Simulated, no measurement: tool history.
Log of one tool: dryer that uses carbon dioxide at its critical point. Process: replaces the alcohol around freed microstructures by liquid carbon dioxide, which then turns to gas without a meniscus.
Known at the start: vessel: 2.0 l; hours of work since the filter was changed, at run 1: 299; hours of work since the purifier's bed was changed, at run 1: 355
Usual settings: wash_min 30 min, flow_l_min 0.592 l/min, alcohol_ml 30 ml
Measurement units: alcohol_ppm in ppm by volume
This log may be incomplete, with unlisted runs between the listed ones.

run,hour,wash_min,flow_l_min,alcohol_ml,hours of work since the filter was changed,hours of work since the purifier's bed was changed,alcohol_ppm
1,0.0,30,0.592,30,299,355,173
2,23.5,30,0.592,30,315,371,167
3,52.1,30,0.592,30,334,391,182
4,82.6,30,0.592,30,355,411,203
5,116.4,30,0.592,30,378,434,202
6,158.1,40,0.592,30,407,463,154
# hour 164.3: inlet filter changed
7,180.7,30,0.643,30,11,477,161
8,213.3,30,0.643,30,33,500,173
9,256.7,30,0.592,112,63,529,261
10,286.9,30,0.592,112,84,550,274
11,319.3,30,0.592,22,106,572,192
12,349.2,30,0.592,22,126,592,201
13,373.1,30,0.592,22,142,609,217
14,414.1,30,0.592,27,170,636,228
15,436.5,30,0.592,27,185,652,238
16,465.8,30,0.642,27,205,672,224
17,491.3,30,0.642,27,223,689,231
18,520.5,30,0.642,27,243,709,239
19,544.9,30,0.642,27,259,726,250
20,589.6,30,0.584,30,290,756,299
# hour 595.5: purifier's bed changed
21,615.8,30,0.700,61,306,14,41
22,655.7,48,0.558,35,333,41,19
23,696.4,27,0.592,54,360,69,214
24,733.0,45,0.606,29,385,94,33
# hour 772.1: inlet filter changed
25,776.4,30,0.592,45,3,123,72
26,812.6,30,0.592,45,28,147,88
27,854.5,21,0.592,30,56,176,240
28,881.8,21,0.592,30,75,194,255
29,921.2,21,0.471,26,102,221,509
30,952.4,21,0.471,26,123,242,504
31,993.0,36,0.805,30,150,270,90
32,1035.8,30,0.731,30,180,299,108
33,1065.3,23,0.369,81,200,319,2735
34,1110.2,42,0.369,59,230,350,341
35,1144.2,47,0.369,59,253,373,243
36,1180.6,47,0.369,59,278,398,259
37,1216.6,24,0.770,40,303,422,192
38,1238.5,24,0.770,40,318,437,188
39,1284.0,29,0.658,73,349,468,236
40,1319.7,20,0.658,27,373,493,374

Consider 5 possible next runs. They are alternatives, not a sequence: every one starts from the tool as it was left by run 40. What does each give?
A,1354.7,24,0.592,30,397,516,?
B,1354.7,42,0.709,30,397,516,?
C,1354.7,20,0.887,42,397,516,?
D,1354.7,20,0.539,27,397,516,?
E,1354.7,46,0.592,30,397,516,?

run,alcohol_ppm
A,367
B,172
C,258
D,696
E,166
With the hidden condition removed and each run's random variation left untouched, the same runs would have given:
run,alcohol_ppm
A,78
B,10
C,36
D,267
E,1
